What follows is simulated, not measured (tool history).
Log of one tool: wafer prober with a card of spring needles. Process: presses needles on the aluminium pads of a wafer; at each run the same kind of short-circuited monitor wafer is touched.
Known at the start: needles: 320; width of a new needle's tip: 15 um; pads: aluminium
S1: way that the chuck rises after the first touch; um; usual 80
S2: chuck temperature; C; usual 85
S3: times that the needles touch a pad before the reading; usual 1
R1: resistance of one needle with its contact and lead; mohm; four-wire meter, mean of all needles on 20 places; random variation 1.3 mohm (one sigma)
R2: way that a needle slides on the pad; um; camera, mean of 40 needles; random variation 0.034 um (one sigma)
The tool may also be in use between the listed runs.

run,hour,S1,S2,S3,R1,R2
1,0,80,85,1,111,21.17
# hour 3.4: tips cleaned on abrasive film
# hour 11.5: tips cleaned on abrasive film
# hour 18.1: tips cleaned on abrasive film
2,22.5,80,35,1,106,21.2
# hour 25.8: tips cleaned on abrasive film
# hour 33.8: tips cleaned on abrasive film
# hour 41: tips cleaned on abrasive film
3,41,80,35,1,106,21.16
# hour 48.8: tips cleaned on abrasive film
# hour 56.6: tips cleaned on abrasive film
4,62.9,80,85,2,113,21.13
# hour 64.6: tips cleaned on abrasive film
# hour 71.9: tips cleaned on abrasive film
5,77.5,80,85,2,111,21.1
# hour 78.8: tips cleaned on abrasive film
# hour 86.6: tips cleaned on abrasive film
# hour 94.2: tips cleaned on abrasive film
# hour 101.6: tips cleaned on abrasive film
6,102.7,80,85,2,112,21.18
# hour 105.4: height of the first contact set anew
# hour 108.6: tips cleaned on abrasive film
# hour 116.1: tips cleaned on abrasive film
# hour 124.4: tips cleaned on abrasive film
7,124.4,80,85,1,113,21.12
# hour 132.4: tips cleaned on abrasive film
# hour 140.1: tips cleaned on abrasive film
# hour 147.7: tips cleaned on abrasive film
8,151.1,80,85,1,112,21.06
# hour 155.5: tips cleaned on abrasive film
# hour 162.6: tips cleaned on abrasive film
9,163.4,80,85,1,111,21.08
# hour 169.9: tips cleaned on abrasive film
# hour 178.2: tips cleaned on abrasive film
10,180.6,80,85,2,113,21.1
# hour 184.8: tips cleaned on abrasive film
# hour 192.6: tips cleaned on abrasive film
11,196.1,80,108,1,116,21.04
# hour 200.3: tips cleaned on abrasive film
# hour 208.2: tips cleaned on abrasive film
12,212,80,108,1,118,21.04
# hour 215.3: tips cleaned on abrasive film
# hour 223: tips cleaned on abrasive film
# hour 230.3: tips cleaned on abrasive film
13,230.3,80,81,1,110,21.03
# hour 238.3: tips cleaned on abrasive film
# hour 245.6: tips cleaned on abrasive film
# hour 253.4: tips cleaned on abrasive film
14,256,80,81,1,115,21.02

Run 15 comes next. What will it give?
# hour 260.1: tips cleaned on abrasive film
# hour 267.5: tips cleaned on abrasive film
# hour 275.2: tips cleaned on abrasive film
15,275.2,80,57,3,?,?

R1: 110 mohm
R2: 21.02 um
Without the tool's hidden state the same run would have given R1 110 mohm, R2 21.16 um.
